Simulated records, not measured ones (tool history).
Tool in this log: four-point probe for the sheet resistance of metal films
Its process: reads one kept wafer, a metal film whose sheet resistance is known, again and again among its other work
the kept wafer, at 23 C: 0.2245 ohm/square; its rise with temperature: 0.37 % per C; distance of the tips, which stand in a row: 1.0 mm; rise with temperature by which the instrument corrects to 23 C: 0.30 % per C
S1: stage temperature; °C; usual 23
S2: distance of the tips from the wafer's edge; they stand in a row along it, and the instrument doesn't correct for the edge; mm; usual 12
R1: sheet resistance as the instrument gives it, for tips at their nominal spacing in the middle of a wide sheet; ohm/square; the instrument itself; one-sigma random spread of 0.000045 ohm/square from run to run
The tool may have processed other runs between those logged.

{"run": 1, "hour": 0.0, "S1": 23, "S2": 12, "R1": 0.225732}
{"run": 2, "hour": 16.4, "S1": 23, "S2": 12, "R1": 0.225792}
{"run": 3, "hour": 29.8, "S1": 23, "S2": 12, "R1": 0.225865}
{"run": 4, "hour": 40.1, "S1": 23, "S2": 12, "R1": 0.22573}
{"run": 5, "hour": 52.5, "S1": 23, "S2": 12, "R1": 0.225876}
{"run": 6, "hour": 63.6, "S1": 23, "S2": 28, "R1": 0.225128}
{"run": 7, "hour": 82.5, "S1": 18, "S2": 12, "R1": 0.225031}
{"run": 8, "hour": 97.8, "S1": 18, "S2": 12, "R1": 0.225119}
{"run": 9, "hour": 117.6, "S1": 18, "S2": 12, "R1": 0.225124}
{"run": 10, "hour": 134.4, "S1": 18, "S2": 12, "R1": 0.225155}
{"run": 11, "hour": 156.1, "S1": 18, "S2": 12, "R1": 0.225191}
{"run": 12, "hour": 165.0, "S1": 18, "S2": 12, "R1": 0.225224}
{"run": 13, "hour": 180.7, "S1": 35, "S2": 42, "R1": 0.226652}
{"run": 14, "hour": 194.2, "S1": 26, "S2": 4, "R1": 0.232787}
{"run": 15, "hour": 204.0, "S1": 25, "S2": 9, "R1": 0.226776}
{"run": 16, "hour": 215.7, "S1": 25, "S2": 9, "R1": 0.226873}
{"run": 17, "hour": 230.2, "S1": 25, "S2": 9, "R1": 0.226776}
{"run": 18, "hour": 242.1, "S1": 18, "S2": 43, "R1": 0.224443}
{"run": 19, "hour": 262.5, "S1": 34, "S2": 9, "R1": 0.227904}
{"run": 20, "hour": 279.3, "S1": 34, "S2": 9, "R1": 0.228047}
{"run": 21, "hour": 299.1, "S1": 29, "S2": 4, "R1": 0.233337}
{"run": 22, "hour": 308.4, "S1": 21, "S2": 5, "R1": 0.229541}
{"run": 23, "hour": 324.0, "S1": 21, "S2": 5, "R1": 0.229558}

Predict each of these 5 candidate next runs independently; none follows another, all start after run 23:
{"run": "A", "hour": 341.6, "S1": 23, "S2": 5, "R1": "?"}
{"run": "B", "hour": 341.6, "S1": 33, "S2": 4, "R1": "?"}
{"run": "C", "hour": 341.6, "S1": 19, "S2": 65, "R1": "?"}
{"run": "D", "hour": 341.6, "S1": 20, "S2": 13, "R1": "?"}
{"run": "E", "hour": 341.6, "S1": 27, "S2": 19, "R1": "?"}

run=A R1=0.229932
run=B R1=0.233795
run=C R1=0.224596
run=D R1=0.225368
run=E R1=0.226047
What these runs would have given with no unlogged condition in the tool:
run=A R1=0.229313
run=B R1=0.233179
run=C R1=0.223986
run=D R1=0.224757
run=E R1=0.225443
